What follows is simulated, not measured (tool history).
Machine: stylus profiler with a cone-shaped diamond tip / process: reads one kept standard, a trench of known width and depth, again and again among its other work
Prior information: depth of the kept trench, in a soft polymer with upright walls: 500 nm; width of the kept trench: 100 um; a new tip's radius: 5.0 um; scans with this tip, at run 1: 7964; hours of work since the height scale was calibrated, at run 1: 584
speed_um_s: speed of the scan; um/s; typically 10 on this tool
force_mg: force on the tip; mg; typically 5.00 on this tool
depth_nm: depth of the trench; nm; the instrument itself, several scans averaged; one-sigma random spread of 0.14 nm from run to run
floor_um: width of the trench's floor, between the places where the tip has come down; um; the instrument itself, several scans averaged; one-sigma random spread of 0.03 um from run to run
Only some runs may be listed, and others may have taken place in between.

run	hour	speed_um_s	force_mg	scans with this tip	hours of work since the height scale was calibrated	depth_nm	floor_um
1	0.0	10	5.00	7964	584	508.29	93.87
2	21.8	3	5.00	8135	597	508.27	93.83
3	43.0	3	5.00	8301	609	508.25	93.78
4	55.2	3	5.00	8396	616	508.30	93.80
5	71.7	3	5.00	8526	625	508.31	93.77
6	89.2	3	5.00	8663	635	508.29	93.75
7	108.4	10	13.66	8813	646	515.26	93.72
8	120.1	10	13.66	8905	653	515.37	93.76
9	141.3	10	13.66	9070	665	515.63	93.66
10	155.2	35	8.91	9179	673	511.81	93.58
11	171.6	23	11.26	9308	682	513.95	93.55
12	186.9	23	11.26	9427	691	513.66	93.58
13	210.0	16	5.00	9608	705	508.21	93.48
14	219.8	5	4.51	9685	710	507.92	93.53
15	232.5	25	8.50	9785	717	511.48	93.51
16	252.0	5	5.40	9937	729	508.88	93.59

What if the next run were any one of these 4? Each begins from the tool's condition after run 16:
A	268.1	3	4.54	10063	738	?	?
B	268.1	19	3.55	10063	738	?	?
C	268.1	8	5.40	10063	738	?	?
D	268.1	10	11.41	10063	738	?	?

run	depth_nm	floor_um
A	507.84	93.44
B	506.94	93.42
C	508.95	93.50
D	513.94	93.46
Stripped of hidden state, with their random variation kept, the same runs would have yielded:
run	depth_nm	floor_um
A	506.65	95.57
B	505.75	95.54
C	507.76	95.63
D	512.74	95.59
